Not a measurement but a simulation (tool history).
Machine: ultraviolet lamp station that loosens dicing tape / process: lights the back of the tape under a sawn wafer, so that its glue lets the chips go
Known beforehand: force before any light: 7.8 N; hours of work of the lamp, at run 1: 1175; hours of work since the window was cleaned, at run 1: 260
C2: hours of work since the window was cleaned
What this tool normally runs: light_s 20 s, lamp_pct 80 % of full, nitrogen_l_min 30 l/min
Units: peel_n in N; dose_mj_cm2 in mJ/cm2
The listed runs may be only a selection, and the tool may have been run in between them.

Run 1, hour 0.0: usual settings; hours of work of the lamp 1175; C2 260. Result: peel_n 0.697 N, dose_mj_cm2 266 mJ/cm2.
Run 2, hour 67.0: usual settings; hours of work of the lamp 1205; C2 290. Result: peel_n 0.681 N, dose_mj_cm2 267 mJ/cm2.
Run 3, hour 148.7: usual settings but lamp_pct 82 % of full; hours of work of the lamp 1242; C2 327. Result: peel_n 0.622 N, dose_mj_cm2 274 mJ/cm2.
Run 4, hour 225.2: usual settings but lamp_pct 82 % of full; hours of work of the lamp 1277; C2 362. Result: peel_n 0.630 N, dose_mj_cm2 274 mJ/cm2.
Run 5, hour 277.7: usual settings but lamp_pct 78 % of full; hours of work of the lamp 1301; C2 386. Result: peel_n 0.719 N, dose_mj_cm2 253 mJ/cm2.
Run 6, hour 363.0: usual settings but lamp_pct 78 % of full; hours of work of the lamp 1339; C2 424. Result: peel_n 0.706 N, dose_mj_cm2 259 mJ/cm2.
Run 7, hour 442.9: usual settings but nitrogen_l_min 44 l/min; hours of work of the lamp 1375; C2 461. Result: peel_n 0.539 N, dose_mj_cm2 264 mJ/cm2.
Run 8, hour 509.3: usual settings but lamp_pct 89 % of full; hours of work of the lamp 1405; C2 491. Result: peel_n 0.554 N, dose_mj_cm2 298 mJ/cm2.
Run 9, hour 556.6: usual settings but lamp_pct 89 % of full; hours of work of the lamp 1427; C2 512. Result: peel_n 0.545 N, dose_mj_cm2 295 mJ/cm2.
Run 10, hour 643.4: usual settings but lamp_pct 89 % of full; hours of work of the lamp 1466; C2 551. Result: peel_n 0.543 N, dose_mj_cm2 296 mJ/cm2.
Run 11, hour 697.3: usual settings; hours of work of the lamp 1491; C2 576. Result: peel_n 0.685 N, dose_mj_cm2 264 mJ/cm2.
Run 12, hour 754.6: usual settings but light_s 31 s; hours of work of the lamp 1517; C2 602. Result: peel_n 0.303 N, dose_mj_cm2 409 mJ/cm2.
At hour 783.3: window cleaned of glue's vapour.
Run 13, hour 797.4: usual settings but light_s 31 s; hours of work of the lamp 1536; C2 6. Result: peel_n 0.304 N, dose_mj_cm2 407 mJ/cm2.
At hour 804.4: lamp changed.
Run 14, hour 879.6: usual settings but light_s 31 s; hours of work of the lamp 34; C2 43. Result: peel_n 0.300 N, dose_mj_cm2 415 mJ/cm2.
Run 15, hour 917.1: usual settings but light_s 31 s; hours of work of the lamp 51; C2 60. Result: peel_n 0.321 N, dose_mj_cm2 410 mJ/cm2.
Run 16, hour 980.3: usual settings but light_s 31 s, lamp_pct 69 % of full; hours of work of the lamp 80; C2 89. Result: peel_n 0.393 N, dose_mj_cm2 355 mJ/cm2.
Run 17, hour 1046.8: usual settings but light_s 31 s, lamp_pct 69 % of full; hours of work of the lamp 110; C2 119. Result: peel_n 0.394 N, dose_mj_cm2 354 mJ/cm2.
Run 18, hour 1102.3: usual settings but light_s 31 s, lamp_pct 69 % of full; hours of work of the lamp 135; C2 144. Result: peel_n 0.398 N, dose_mj_cm2 360 mJ/cm2.
Run 19, hour 1160.5: usual settings but light_s 31 s, lamp_pct 69 % of full; hours of work of the lamp 161; C2 170. Result: peel_n 0.403 N, dose_mj_cm2 354 mJ/cm2.
Run 20, hour 1225.9: usual settings; hours of work of the lamp 191; C2 200. Result: peel_n 0.678 N, dose_mj_cm2 264 mJ/cm2.
Run 21, hour 1309.7: usual settings; hours of work of the lamp 229; C2 238. Result: peel_n 0.660 N, dose_mj_cm2 268 mJ/cm2.
Run 22, hour 1369.8: usual settings but lamp_pct 81 % of full, nitrogen_l_min 10 l/min; hours of work of the lamp 256; C2 265. Result: peel_n 1.198 N, dose_mj_cm2 263 mJ/cm2.
Run 23, hour 1454.5: usual settings but lamp_pct 81 % of full, nitrogen_l_min 10 l/min; hours of work of the lamp 294; C2 304. Result: peel_n 1.139 N, dose_mj_cm2 268 mJ/cm2.
Run 24, hour 1528.8: usual settings but lamp_pct 81 % of full, nitrogen_l_min 11 l/min; hours of work of the lamp 328; C2 337. Result: peel_n 1.138 N, dose_mj_cm2 269 mJ/cm2.
Run 25, hour 1590.9: usual settings but light_s 17 s, lamp_pct 81 % of full, nitrogen_l_min 37 l/min; hours of work of the lamp 356; C2 365. Result: peel_n 0.823 N, dose_mj_cm2 232 mJ/cm2.
Run 26, hour 1668.7: usual settings but light_s 30 s, lamp_pct 77 % of full, nitrogen_l_min 37 l/min; hours of work of the lamp 391; C2 401. Result: peel_n 0.314 N, dose_mj_cm2 386 mJ/cm2.
Run 27, hour 1715.2: usual settings but nitrogen_l_min 44 l/min; hours of work of the lamp 413; C2 422. Result: peel_n 0.564 N, dose_mj_cm2 271 mJ/cm2.
Run 28, hour 1751.8: usual settings but light_s 14 s, nitrogen_l_min 44 l/min; hours of work of the lamp 429; C2 438. Result: peel_n 1.093 N, dose_mj_cm2 189 mJ/cm2.
Run 29, hour 1821.1: usual settings but light_s 12 s, nitrogen_l_min 17 l/min; hours of work of the lamp 461; C2 470. Result: peel_n 1.953 N, dose_mj_cm2 162 mJ/cm2.
Run 30, hour 1858.4: usual settings but light_s 19 s, nitrogen_l_min 48 l/min; hours of work of the lamp 477; C2 487. Result: peel_n 0.597 N, dose_mj_cm2 250 mJ/cm2.
Run 31, hour 1902.7: usual settings but light_s 14 s, lamp_pct 67 % of full, nitrogen_l_min 19 l/min; hours of work of the lamp 497; C2 507. Result: peel_n 2.037 N, dose_mj_cm2 157 mJ/cm2.
Run 32, hour 1958.8: usual settings but light_s 30 s, lamp_pct 68 % of full, nitrogen_l_min 27 l/min; hours of work of the lamp 523; C2 532. Result: peel_n 0.440 N, dose_mj_cm2 341 mJ/cm2.
Run 33, hour 2018.2: usual settings but lamp_pct 91 % of full, nitrogen_l_min 43 l/min; hours of work of the lamp 550; C2 559. Result: peel_n 0.433 N, dose_mj_cm2 304 mJ/cm2.
Run 34, hour 2080.2: usual settings but nitrogen_l_min 19 l/min; hours of work of the lamp 578; C2 587. Result: peel_n 0.852 N, dose_mj_cm2 265 mJ/cm2.
At hour 2138.3: window cleaned of glue's vapour.
Run 35, hour 2142.3: usual settings but light_s 30 s, lamp_pct 91 % of full, nitrogen_l_min 34 l/min; hours of work of the lamp 606; C2 2. Result: peel_n 0.264 N, dose_mj_cm2 457 mJ/cm2.
Run 36, hour 2178.7: usual settings but light_s 24 s, lamp_pct 69 % of full, nitrogen_l_min 40 l/min; hours of work of the lamp 622; C2 18. Result: peel_n 0.531 N, dose_mj_cm2 274 mJ/cm2.
Run 37, hour 2228.3: usual settings but light_s 24 s, lamp_pct 69 % of full, nitrogen_l_min 40 l/min; hours of work of the lamp 645; C2 41. Result: peel_n 0.540 N, dose_mj_cm2 274 mJ/cm2.
Run 38, hour 2273.2: usual settings but light_s 24 s, lamp_pct 69 % of full, nitrogen_l_min 40 l/min; hours of work of the lamp 665; C2 61. Result: peel_n 0.549 N, dose_mj_cm2 271 mJ/cm2.
Run 39, hour 2352.3: usual settings but light_s 12 s, lamp_pct 75 % of full, nitrogen_l_min 15 l/min; hours of work of the lamp 701; C2 97. Result: peel_n 2.250 N, dose_mj_cm2 146 mJ/cm2.
Run 40, hour 2434.3: usual settings but lamp_pct 94 % of full, nitrogen_l_min 31 l/min; hours of work of the lamp 738; C2 134. Result: peel_n 0.495 N, dose_mj_cm2 313 mJ/cm2.
Run 41, hour 2521.1: usual settings but lamp_pct 62 % of full; hours of work of the lamp 777; C2 173. Result: peel_n 1.052 N, dose_mj_cm2 205 mJ/cm2.
Run 42, hour 2571.1: usual settings but lamp_pct 92 % of full, nitrogen_l_min 14 l/min; hours of work of the lamp 800; C2 196. Result: peel_n 0.809 N, dose_mj_cm2 304 mJ/cm2.

How the hidden state differs across the entries between the runs, from the last listed run before each to the first after it:
From run 12 to run 13: window cleaned of glue's vapour (hour 783.3)
  light that the window lets through, % of a clean one's: 99.8 -> 100
From run 13 to run 14: lamp changed (hour 804.4)
  lamp's light, % of a new lamp's: 99.6 -> 100
From run 34 to run 35: window cleaned of glue's vapour (hour 2138.3)
  light that the window lets through, % of a clean one's: 99.8 -> 100
